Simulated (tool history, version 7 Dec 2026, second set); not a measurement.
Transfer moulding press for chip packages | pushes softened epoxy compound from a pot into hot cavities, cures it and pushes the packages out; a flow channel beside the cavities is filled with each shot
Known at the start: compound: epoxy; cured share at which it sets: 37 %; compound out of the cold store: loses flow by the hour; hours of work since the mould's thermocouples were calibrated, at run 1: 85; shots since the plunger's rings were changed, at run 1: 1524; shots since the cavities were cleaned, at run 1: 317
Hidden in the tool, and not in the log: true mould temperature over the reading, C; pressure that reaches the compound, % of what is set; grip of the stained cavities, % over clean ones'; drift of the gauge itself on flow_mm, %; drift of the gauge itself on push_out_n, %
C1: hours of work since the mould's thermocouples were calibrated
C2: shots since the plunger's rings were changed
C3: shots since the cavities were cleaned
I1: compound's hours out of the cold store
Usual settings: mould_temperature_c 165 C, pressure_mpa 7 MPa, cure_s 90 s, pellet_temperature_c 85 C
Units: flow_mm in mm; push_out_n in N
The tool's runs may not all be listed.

Run 1, hour 0: usual settings; C1 85; C2 1524; C3 317; I1 25.3. Result: flow_mm 515 mm, push_out_n 415 N.
At hour 34.7: cavities cleaned with cleaning compound and waxed.
Run 2, hour 64.3: usual settings; C1 121; C2 2248; C3 342; I1 40.2. Result: flow_mm 474 mm, push_out_n 401 N.
At hour 102.9: cavities cleaned with cleaning compound and waxed.
Run 3, hour 127: usual settings; C1 157; C2 2953; C3 277; I1 39.4. Result: flow_mm 469 mm, push_out_n 386 N.
At hour 169.3: plunger's sealing rings changed.
At hour 170.8: cavities cleaned with cleaning compound and waxed.
Run 4, hour 178: usual settings; C1 184; C2 83; C3 83; I1 20.2. Result: flow_mm 537 mm, push_out_n 343 N.
Run 5, hour 210: usual settings but pressure_mpa 6.2 MPa; C1 202; C2 452; C3 452; I1 34. Result: flow_mm 468 mm, push_out_n 424 N.
At hour 235.5: cavities cleaned with cleaning compound and waxed.
Run 6, hour 275: usual settings but pellet_temperature_c 76 C; C1 239; C2 1184; C3 455; I1 28.3. Result: flow_mm 506 mm, push_out_n 420 N.
At hour 301.5: cavities cleaned with cleaning compound and waxed.
Run 7, hour 333.4: usual settings but pellet_temperature_c 76 C; C1 272; C2 1840; C3 367; I1 27.5. Result: flow_mm 504 mm, push_out_n 420 N.
At hour 368.8: cavities cleaned with cleaning compound and waxed.
Run 8, hour 386.4: usual settings but pellet_temperature_c 76 C; C1 302; C2 2434; C3 203; I1 25.7. Result: flow_mm 504 mm, push_out_n 386 N.
At hour 432.3: cavities cleaned with cleaning compound and waxed.
Run 9, hour 436.7: usual settings but pellet_temperature_c 76 C; C1 330; C2 2996; C3 51; I1 11.4. Result: flow_mm 542 mm, push_out_n 357 N.
At hour 475.4: plunger's sealing rings changed.
At hour 496.7: cavities cleaned with cleaning compound and waxed.
Run 10, hour 513.9: usual settings; C1 372; C2 427; C3 198; I1 30.8. Result: flow_mm 503 mm, push_out_n 374 N.
At hour 561.4: cavities cleaned with cleaning compound and waxed.
Run 11, hour 561.8: usual settings; C1 399; C2 963; C3 5; I1 37. Result: flow_mm 487 mm, push_out_n 327 N.
Run 12, hour 613.3: usual settings; C1 429; C2 1556; C3 598; I1 42.2. Result: flow_mm 474 mm, push_out_n 454 N.
At hour 623: cavities cleaned with cleaning compound and waxed.
At hour 668.7: mould's thermocouples calibrated.
At hour 688.7: cavities cleaned with cleaning compound and waxed.
Run 13, hour 696.9: usual settings; C1 15; C2 2463; C3 95; I1 32. Result: flow_mm 490 mm, push_out_n 340 N.
At hour 754.8: cavities cleaned with cleaning compound and waxed.
Run 14, hour 767.9: usual settings but pressure_mpa 6.06 MPa, pellet_temperature_c 75 C; C1 56; C2 3264; C3 151; I1 42.9. Result: flow_mm 429 mm, push_out_n 349 N.
At hour 783.8: plunger's sealing rings changed.
At hour 821.7: cavities cleaned with cleaning compound and waxed.
Run 15, hour 845.1: usual settings but mould_temperature_c 172 C, pellet_temperature_c 84 C; C1 98; C2 690; C3 271; I1 24.5. Result: flow_mm 506 mm, push_out_n 333 N.
Run 16, hour 877.5: usual settings but mould_temperature_c 172 C, pressure_mpa 6.69 MPa, pellet_temperature_c 84 C; C1 117; C2 1063; C3 644; I1 41.3. Result: flow_mm 453 mm, push_out_n 386 N.
At hour 886.1: cavities cleaned with cleaning compound and waxed.
Run 17, hour 913.5: usual settings but mould_temperature_c 162 C, pressure_mpa 6.42 MPa, pellet_temperature_c 84 C; C1 137; C2 1461; C3 316; I1 11.8. Result: flow_mm 532 mm, push_out_n 497 N.
At hour 948: cavities cleaned with cleaning compound and waxed.
Run 18, hour 978.5: usual settings but mould_temperature_c 169 C, pressure_mpa 6.35 MPa, cure_s 80 s; C1 173; C2 2193; C3 352; I1 27.9. Result: flow_mm 468 mm, push_out_n 410 N.
At hour 1013.8: cavities cleaned with cleaning compound and waxed.
Run 19, hour 1013.8: usual settings but cure_s 77 s, pellet_temperature_c 80 C; C1 193; C2 2583; C3 0; I1 24.1. Result: flow_mm 510 mm, push_out_n 424 N.
At hour 1079.4: cavities cleaned with cleaning compound and waxed.
Run 20, hour 1079.4: usual settings but cure_s 77 s, pellet_temperature_c 80 C; C1 230; C2 3322; C3 0; I1 45.2. Result: flow_mm 455 mm, push_out_n 380 N.
At hour 1088.4: plunger's sealing rings changed.
At hour 1146.7: cavities cleaned with cleaning compound and waxed.
Run 21, hour 1153.9: usual settings but cure_s 77 s, pellet_temperature_c 80 C; C1 271; C2 738; C3 82; I1 36.4. Result: flow_mm 492 mm, push_out_n 426 N.
Run 22, hour 1194.2: usual settings but cure_s 77 s, pellet_temperature_c 80 C; C1 294; C2 1203; C3 547; I1 15.9. Result: flow_mm 543 mm, push_out_n 612 N.
At hour 1208.2: cavities cleaned with cleaning compound and waxed.
Run 23, hour 1245.9: usual settings but mould_temperature_c 172 C, pressure_mpa 5.35 MPa; C1 323; C2 1782; C3 434; I1 24.4. Result: flow_mm 438 mm, push_out_n 364 N.
At hour 1272.6: cavities cleaned with cleaning compound and waxed.
Run 24, hour 1300.2: usual settings but mould_temperature_c 172 C, pressure_mpa 5.35 MPa; C1 353; C2 2390; C3 317; I1 26.6. Result: flow_mm 430 mm, push_out_n 333 N.
At hour 1337.5: cavities cleaned with cleaning compound and waxed.
Run 25, hour 1340: usual settings but mould_temperature_c 172 C, pressure_mpa 5.35 MPa; C1 375; C2 2832; C3 29; I1 45.3. Result: flow_mm 389 mm, push_out_n 285 N.
At hour 1390.8: plunger's sealing rings changed.
At hour 1404.3: cavities cleaned with cleaning compound and waxed.
Run 26, hour 1407.3: usual settings but pellet_temperature_c 93 C; C1 412; C2 173; C3 35; I1 10.7. Result: flow_mm 565 mm, push_out_n 346 N.

Forecast each of these 3 alternatives for the next run:
Run A, hour 1448: usual settings but mould_temperature_c 164 C, pressure_mpa 5.85 MPa, pellet_temperature_c 93 C; C1 436; C2 643; C3 505; I1 13.8. Result: flow_mm ?, push_out_n ?.
Run B, hour 1448: usual settings but cure_s 128 s; C1 436; C2 643; C3 505; I1 28.1. Result: flow_mm ?, push_out_n ?.
Run C, hour 1448: usual settings but mould_temperature_c 173 C, pressure_mpa 7.65 MPa, pellet_temperature_c 93 C; C1 436; C2 643; C3 505; I1 14.2. Result: flow_mm ?, push_out_n ?.

run  flow_mm  push_out_n
  A      505         472
  B      514         379
  C      560         378
Without the tool's hidden state the same runs would have given:
run  flow_mm  push_out_n
  A      506         328
  B      516         277
  C      562         276
